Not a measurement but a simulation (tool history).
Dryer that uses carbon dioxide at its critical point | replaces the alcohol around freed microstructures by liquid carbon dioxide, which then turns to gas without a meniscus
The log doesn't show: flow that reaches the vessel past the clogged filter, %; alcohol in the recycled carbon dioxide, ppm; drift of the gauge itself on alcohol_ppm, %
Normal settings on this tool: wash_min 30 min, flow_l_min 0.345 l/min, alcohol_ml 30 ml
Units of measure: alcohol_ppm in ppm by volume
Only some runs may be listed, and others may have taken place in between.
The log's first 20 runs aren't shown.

run    hour  wash_min  flow_l_min  alcohol_ml  hours of work since the filter was changed  hours of work since the purifier's bed was changed  alcohol_ppm
 21   877.1        41       0.262          59                                         240                                                 451          554
 22   916.6        41       0.292          24                                         264                                                 475          220
 23   956.8        41       0.292          44                                         288                                                 500          341
      961.5  -- inlet filter changed
 24   990.5        41       0.292          44                                          18                                                 520          240
 25  1034.4        18       0.526         109                                          44                                                 546          924
 26  1075.5        18       0.526         109                                          69                                                 571          962
 27  1131.6        30        0.26          21                                         104                                                 605          555
 28  1162.6        30        0.26          21                                         122                                                 624          546
 29    1201        24        0.26          21                                         146                                                 648          993
 30  1250.7        24        0.26          21                                         176                                                 678          978
 31  1301.4        31       0.312          74                                         207                                                 709          910
 32  1356.3        31       0.312          74                                         240                                                 742         1006

Branching from run 32: 3 alternative next runs. What would each branch give?
  A  1398.9        30       0.208          32                                         266                                                 768            ?
  B  1398.9        23       0.312          35                                         266                                                 768            ?
  C  1398.9        33       0.312          74                                         266                                                 768            ?

run  alcohol_ppm
  A         1668
  B         1239
  C          866
Stripped of hidden state, with their random variation kept, the same runs would have yielded:
run  alcohol_ppm
  A         1066
  B          717
  C          399
